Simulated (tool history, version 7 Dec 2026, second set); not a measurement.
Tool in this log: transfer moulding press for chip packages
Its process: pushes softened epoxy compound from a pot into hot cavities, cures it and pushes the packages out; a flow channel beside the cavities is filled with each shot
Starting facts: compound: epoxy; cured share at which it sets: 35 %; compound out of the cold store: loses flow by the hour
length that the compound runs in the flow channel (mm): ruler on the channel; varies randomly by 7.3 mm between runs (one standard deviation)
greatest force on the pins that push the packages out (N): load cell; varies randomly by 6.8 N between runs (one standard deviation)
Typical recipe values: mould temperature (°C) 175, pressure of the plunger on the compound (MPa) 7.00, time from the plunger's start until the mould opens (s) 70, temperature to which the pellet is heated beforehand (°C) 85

| run | hour | mould temperature (°C) | pressure of the plunger on the compound (MPa) | time from the plunger's start until the mould opens (s) | temperature to which the pellet is heated beforehand (°C) | incoming compound's hours out of the cold store | length that the compound runs in the flow channel (mm) | greatest force on the pins that push the packages out (N) |
|---|---|---|---|---|---|---|---|---|
| 1 | 0.0 | 175 | 7.00 | 70 | 85 | 17.7 | 958 | 303 |
|  | 30.5 | cavities cleaned with cleaning compound and waxed |
| 2 | 31.1 | 175 | 7.00 | 70 | 85 | 28.8 | 887 | 290 |
| 3 | 65.5 | 175 | 7.00 | 70 | 85 | 38.2 | 834 | 286 |
|  | 90.0 | cavities cleaned with cleaning compound and waxed |
|  | 110.4 | plunger's sealing rings changed |
| 4 | 118.3 | 175 | 7.00 | 70 | 85 | 33.1 | 862 | 282 |
| 5 | 146.3 | 175 | 7.00 | 70 | 85 | 27.3 | 887 | 289 |
|  | 156.2 | cavities cleaned with cleaning compound and waxed |
| 6 | 194.7 | 182 | 7.00 | 70 | 85 | 27.7 | 874 | 189 |
|  | 219.1 | cavities cleaned with cleaning compound and waxed |
| 7 | 241.4 | 182 | 7.00 | 70 | 85 | 29.2 | 867 | 198 |
|  | 269.9 | mould's thermocouples calibrated |
|  | 282.8 | cavities cleaned with cleaning compound and waxed |
| 8 | 294.0 | 182 | 7.00 | 70 | 85 | 33.7 | 843 | 186 |
| 9 | 331.5 | 182 | 7.00 | 70 | 85 | 44.3 | 798 | 191 |
|  | 344.4 | cavities cleaned with cleaning compound and waxed |
| 10 | 367.3 | 175 | 7.00 | 70 | 85 | 22.2 | 925 | 300 |
| 11 | 393.2 | 175 | 7.00 | 70 | 85 | 33.3 | 853 | 287 |
|  | 405.7 | cavities cleaned with cleaning compound and waxed |
| 12 | 424.9 | 180 | 8.33 | 70 | 85 | 30.2 | 943 | 211 |
|  | 466.3 | cavities cleaned with cleaning compound and waxed |
| 13 | 478.6 | 180 | 8.33 | 70 | 85 | 24.8 | 972 | 214 |
| 14 | 509.9 | 180 | 8.33 | 54 | 85 | 10.7 | 1047 | 436 |
|  | 526.1 | cavities cleaned with cleaning compound and waxed |
| 15 | 551.0 | 180 | 8.33 | 54 | 85 | 9.1 | 1058 | 473 |
|  | 577.9 | plunger's sealing rings changed |
| 16 | 583.2 | 180 | 8.33 | 54 | 85 | 43.7 | 860 | 375 |
|  | 589.4 | cavities cleaned with cleaning compound and waxed |
| 17 | 623.7 | 180 | 8.33 | 54 | 85 | 32.9 | 927 | 396 |
|  | 649.0 | cavities cleaned with cleaning compound and waxed |
| 18 | 677.4 | 168 | 6.33 | 54 | 78 | 15.2 | 943 | 770 |
|  | 708.8 | cavities cleaned with cleaning compound and waxed |
| 19 | 714.4 | 175 | 8.43 | 70 | 85 | 39.9 | 929 | 267 |
| 20 | 765.4 | 175 | 8.43 | 70 | 85 | 34.5 | 929 | 283 |
|  | 771.1 | cavities cleaned with cleaning compound and waxed |
| 21 | 810.2 | 170 | 6.63 | 90 | 85 | 40.3 | 815 | 233 |
|  | 833.1 | cavities cleaned with cleaning compound and waxed |
| 22 | 863.5 | 181 | 7.00 | 57 | 85 | 12.5 | 942 | 348 |

Here are 5 independent what-if runs from the current tool condition. What would each one return?
|  | 895.3 | cavities cleaned with cleaning compound and waxed |
| A | 910.2 | 171 | 7.00 | 70 | 93 | 44.3 | ? | ? |
|  | 895.3 | cavities cleaned with cleaning compound and waxed |
| B | 910.2 | 181 | 6.98 | 57 | 85 | 41.0 | ? | ? |
|  | 895.3 | cavities cleaned with cleaning compound and waxed |
| C | 910.2 | 181 | 7.40 | 57 | 85 | 28.1 | ? | ? |
|  | 895.3 | cavities cleaned with cleaning compound and waxed |
| D | 910.2 | 175 | 7.00 | 72 | 85 | 40.6 | ? | ? |
|  | 895.3 | cavities cleaned with cleaning compound and waxed |
| E | 910.2 | 181 | 7.00 | 57 | 76 | 14.7 | ? | ? |

| run | length that the compound runs in the flow channel (mm) | greatest force on the pins that push the packages out (N) |
|---|---|---|
| A | 830 | 345 |
| B | 805 | 331 |
| C | 891 | 320 |
| D | 822 | 265 |
| E | 931 | 372 |
Had the tool no hidden state, the same runs would have come out as:
| run | length that the compound runs in the flow channel (mm) | greatest force on the pins that push the packages out (N) |
|---|---|---|
| A | 831 | 344 |
| B | 806 | 329 |
| C | 892 | 318 |
| D | 823 | 264 |
| E | 932 | 371 |
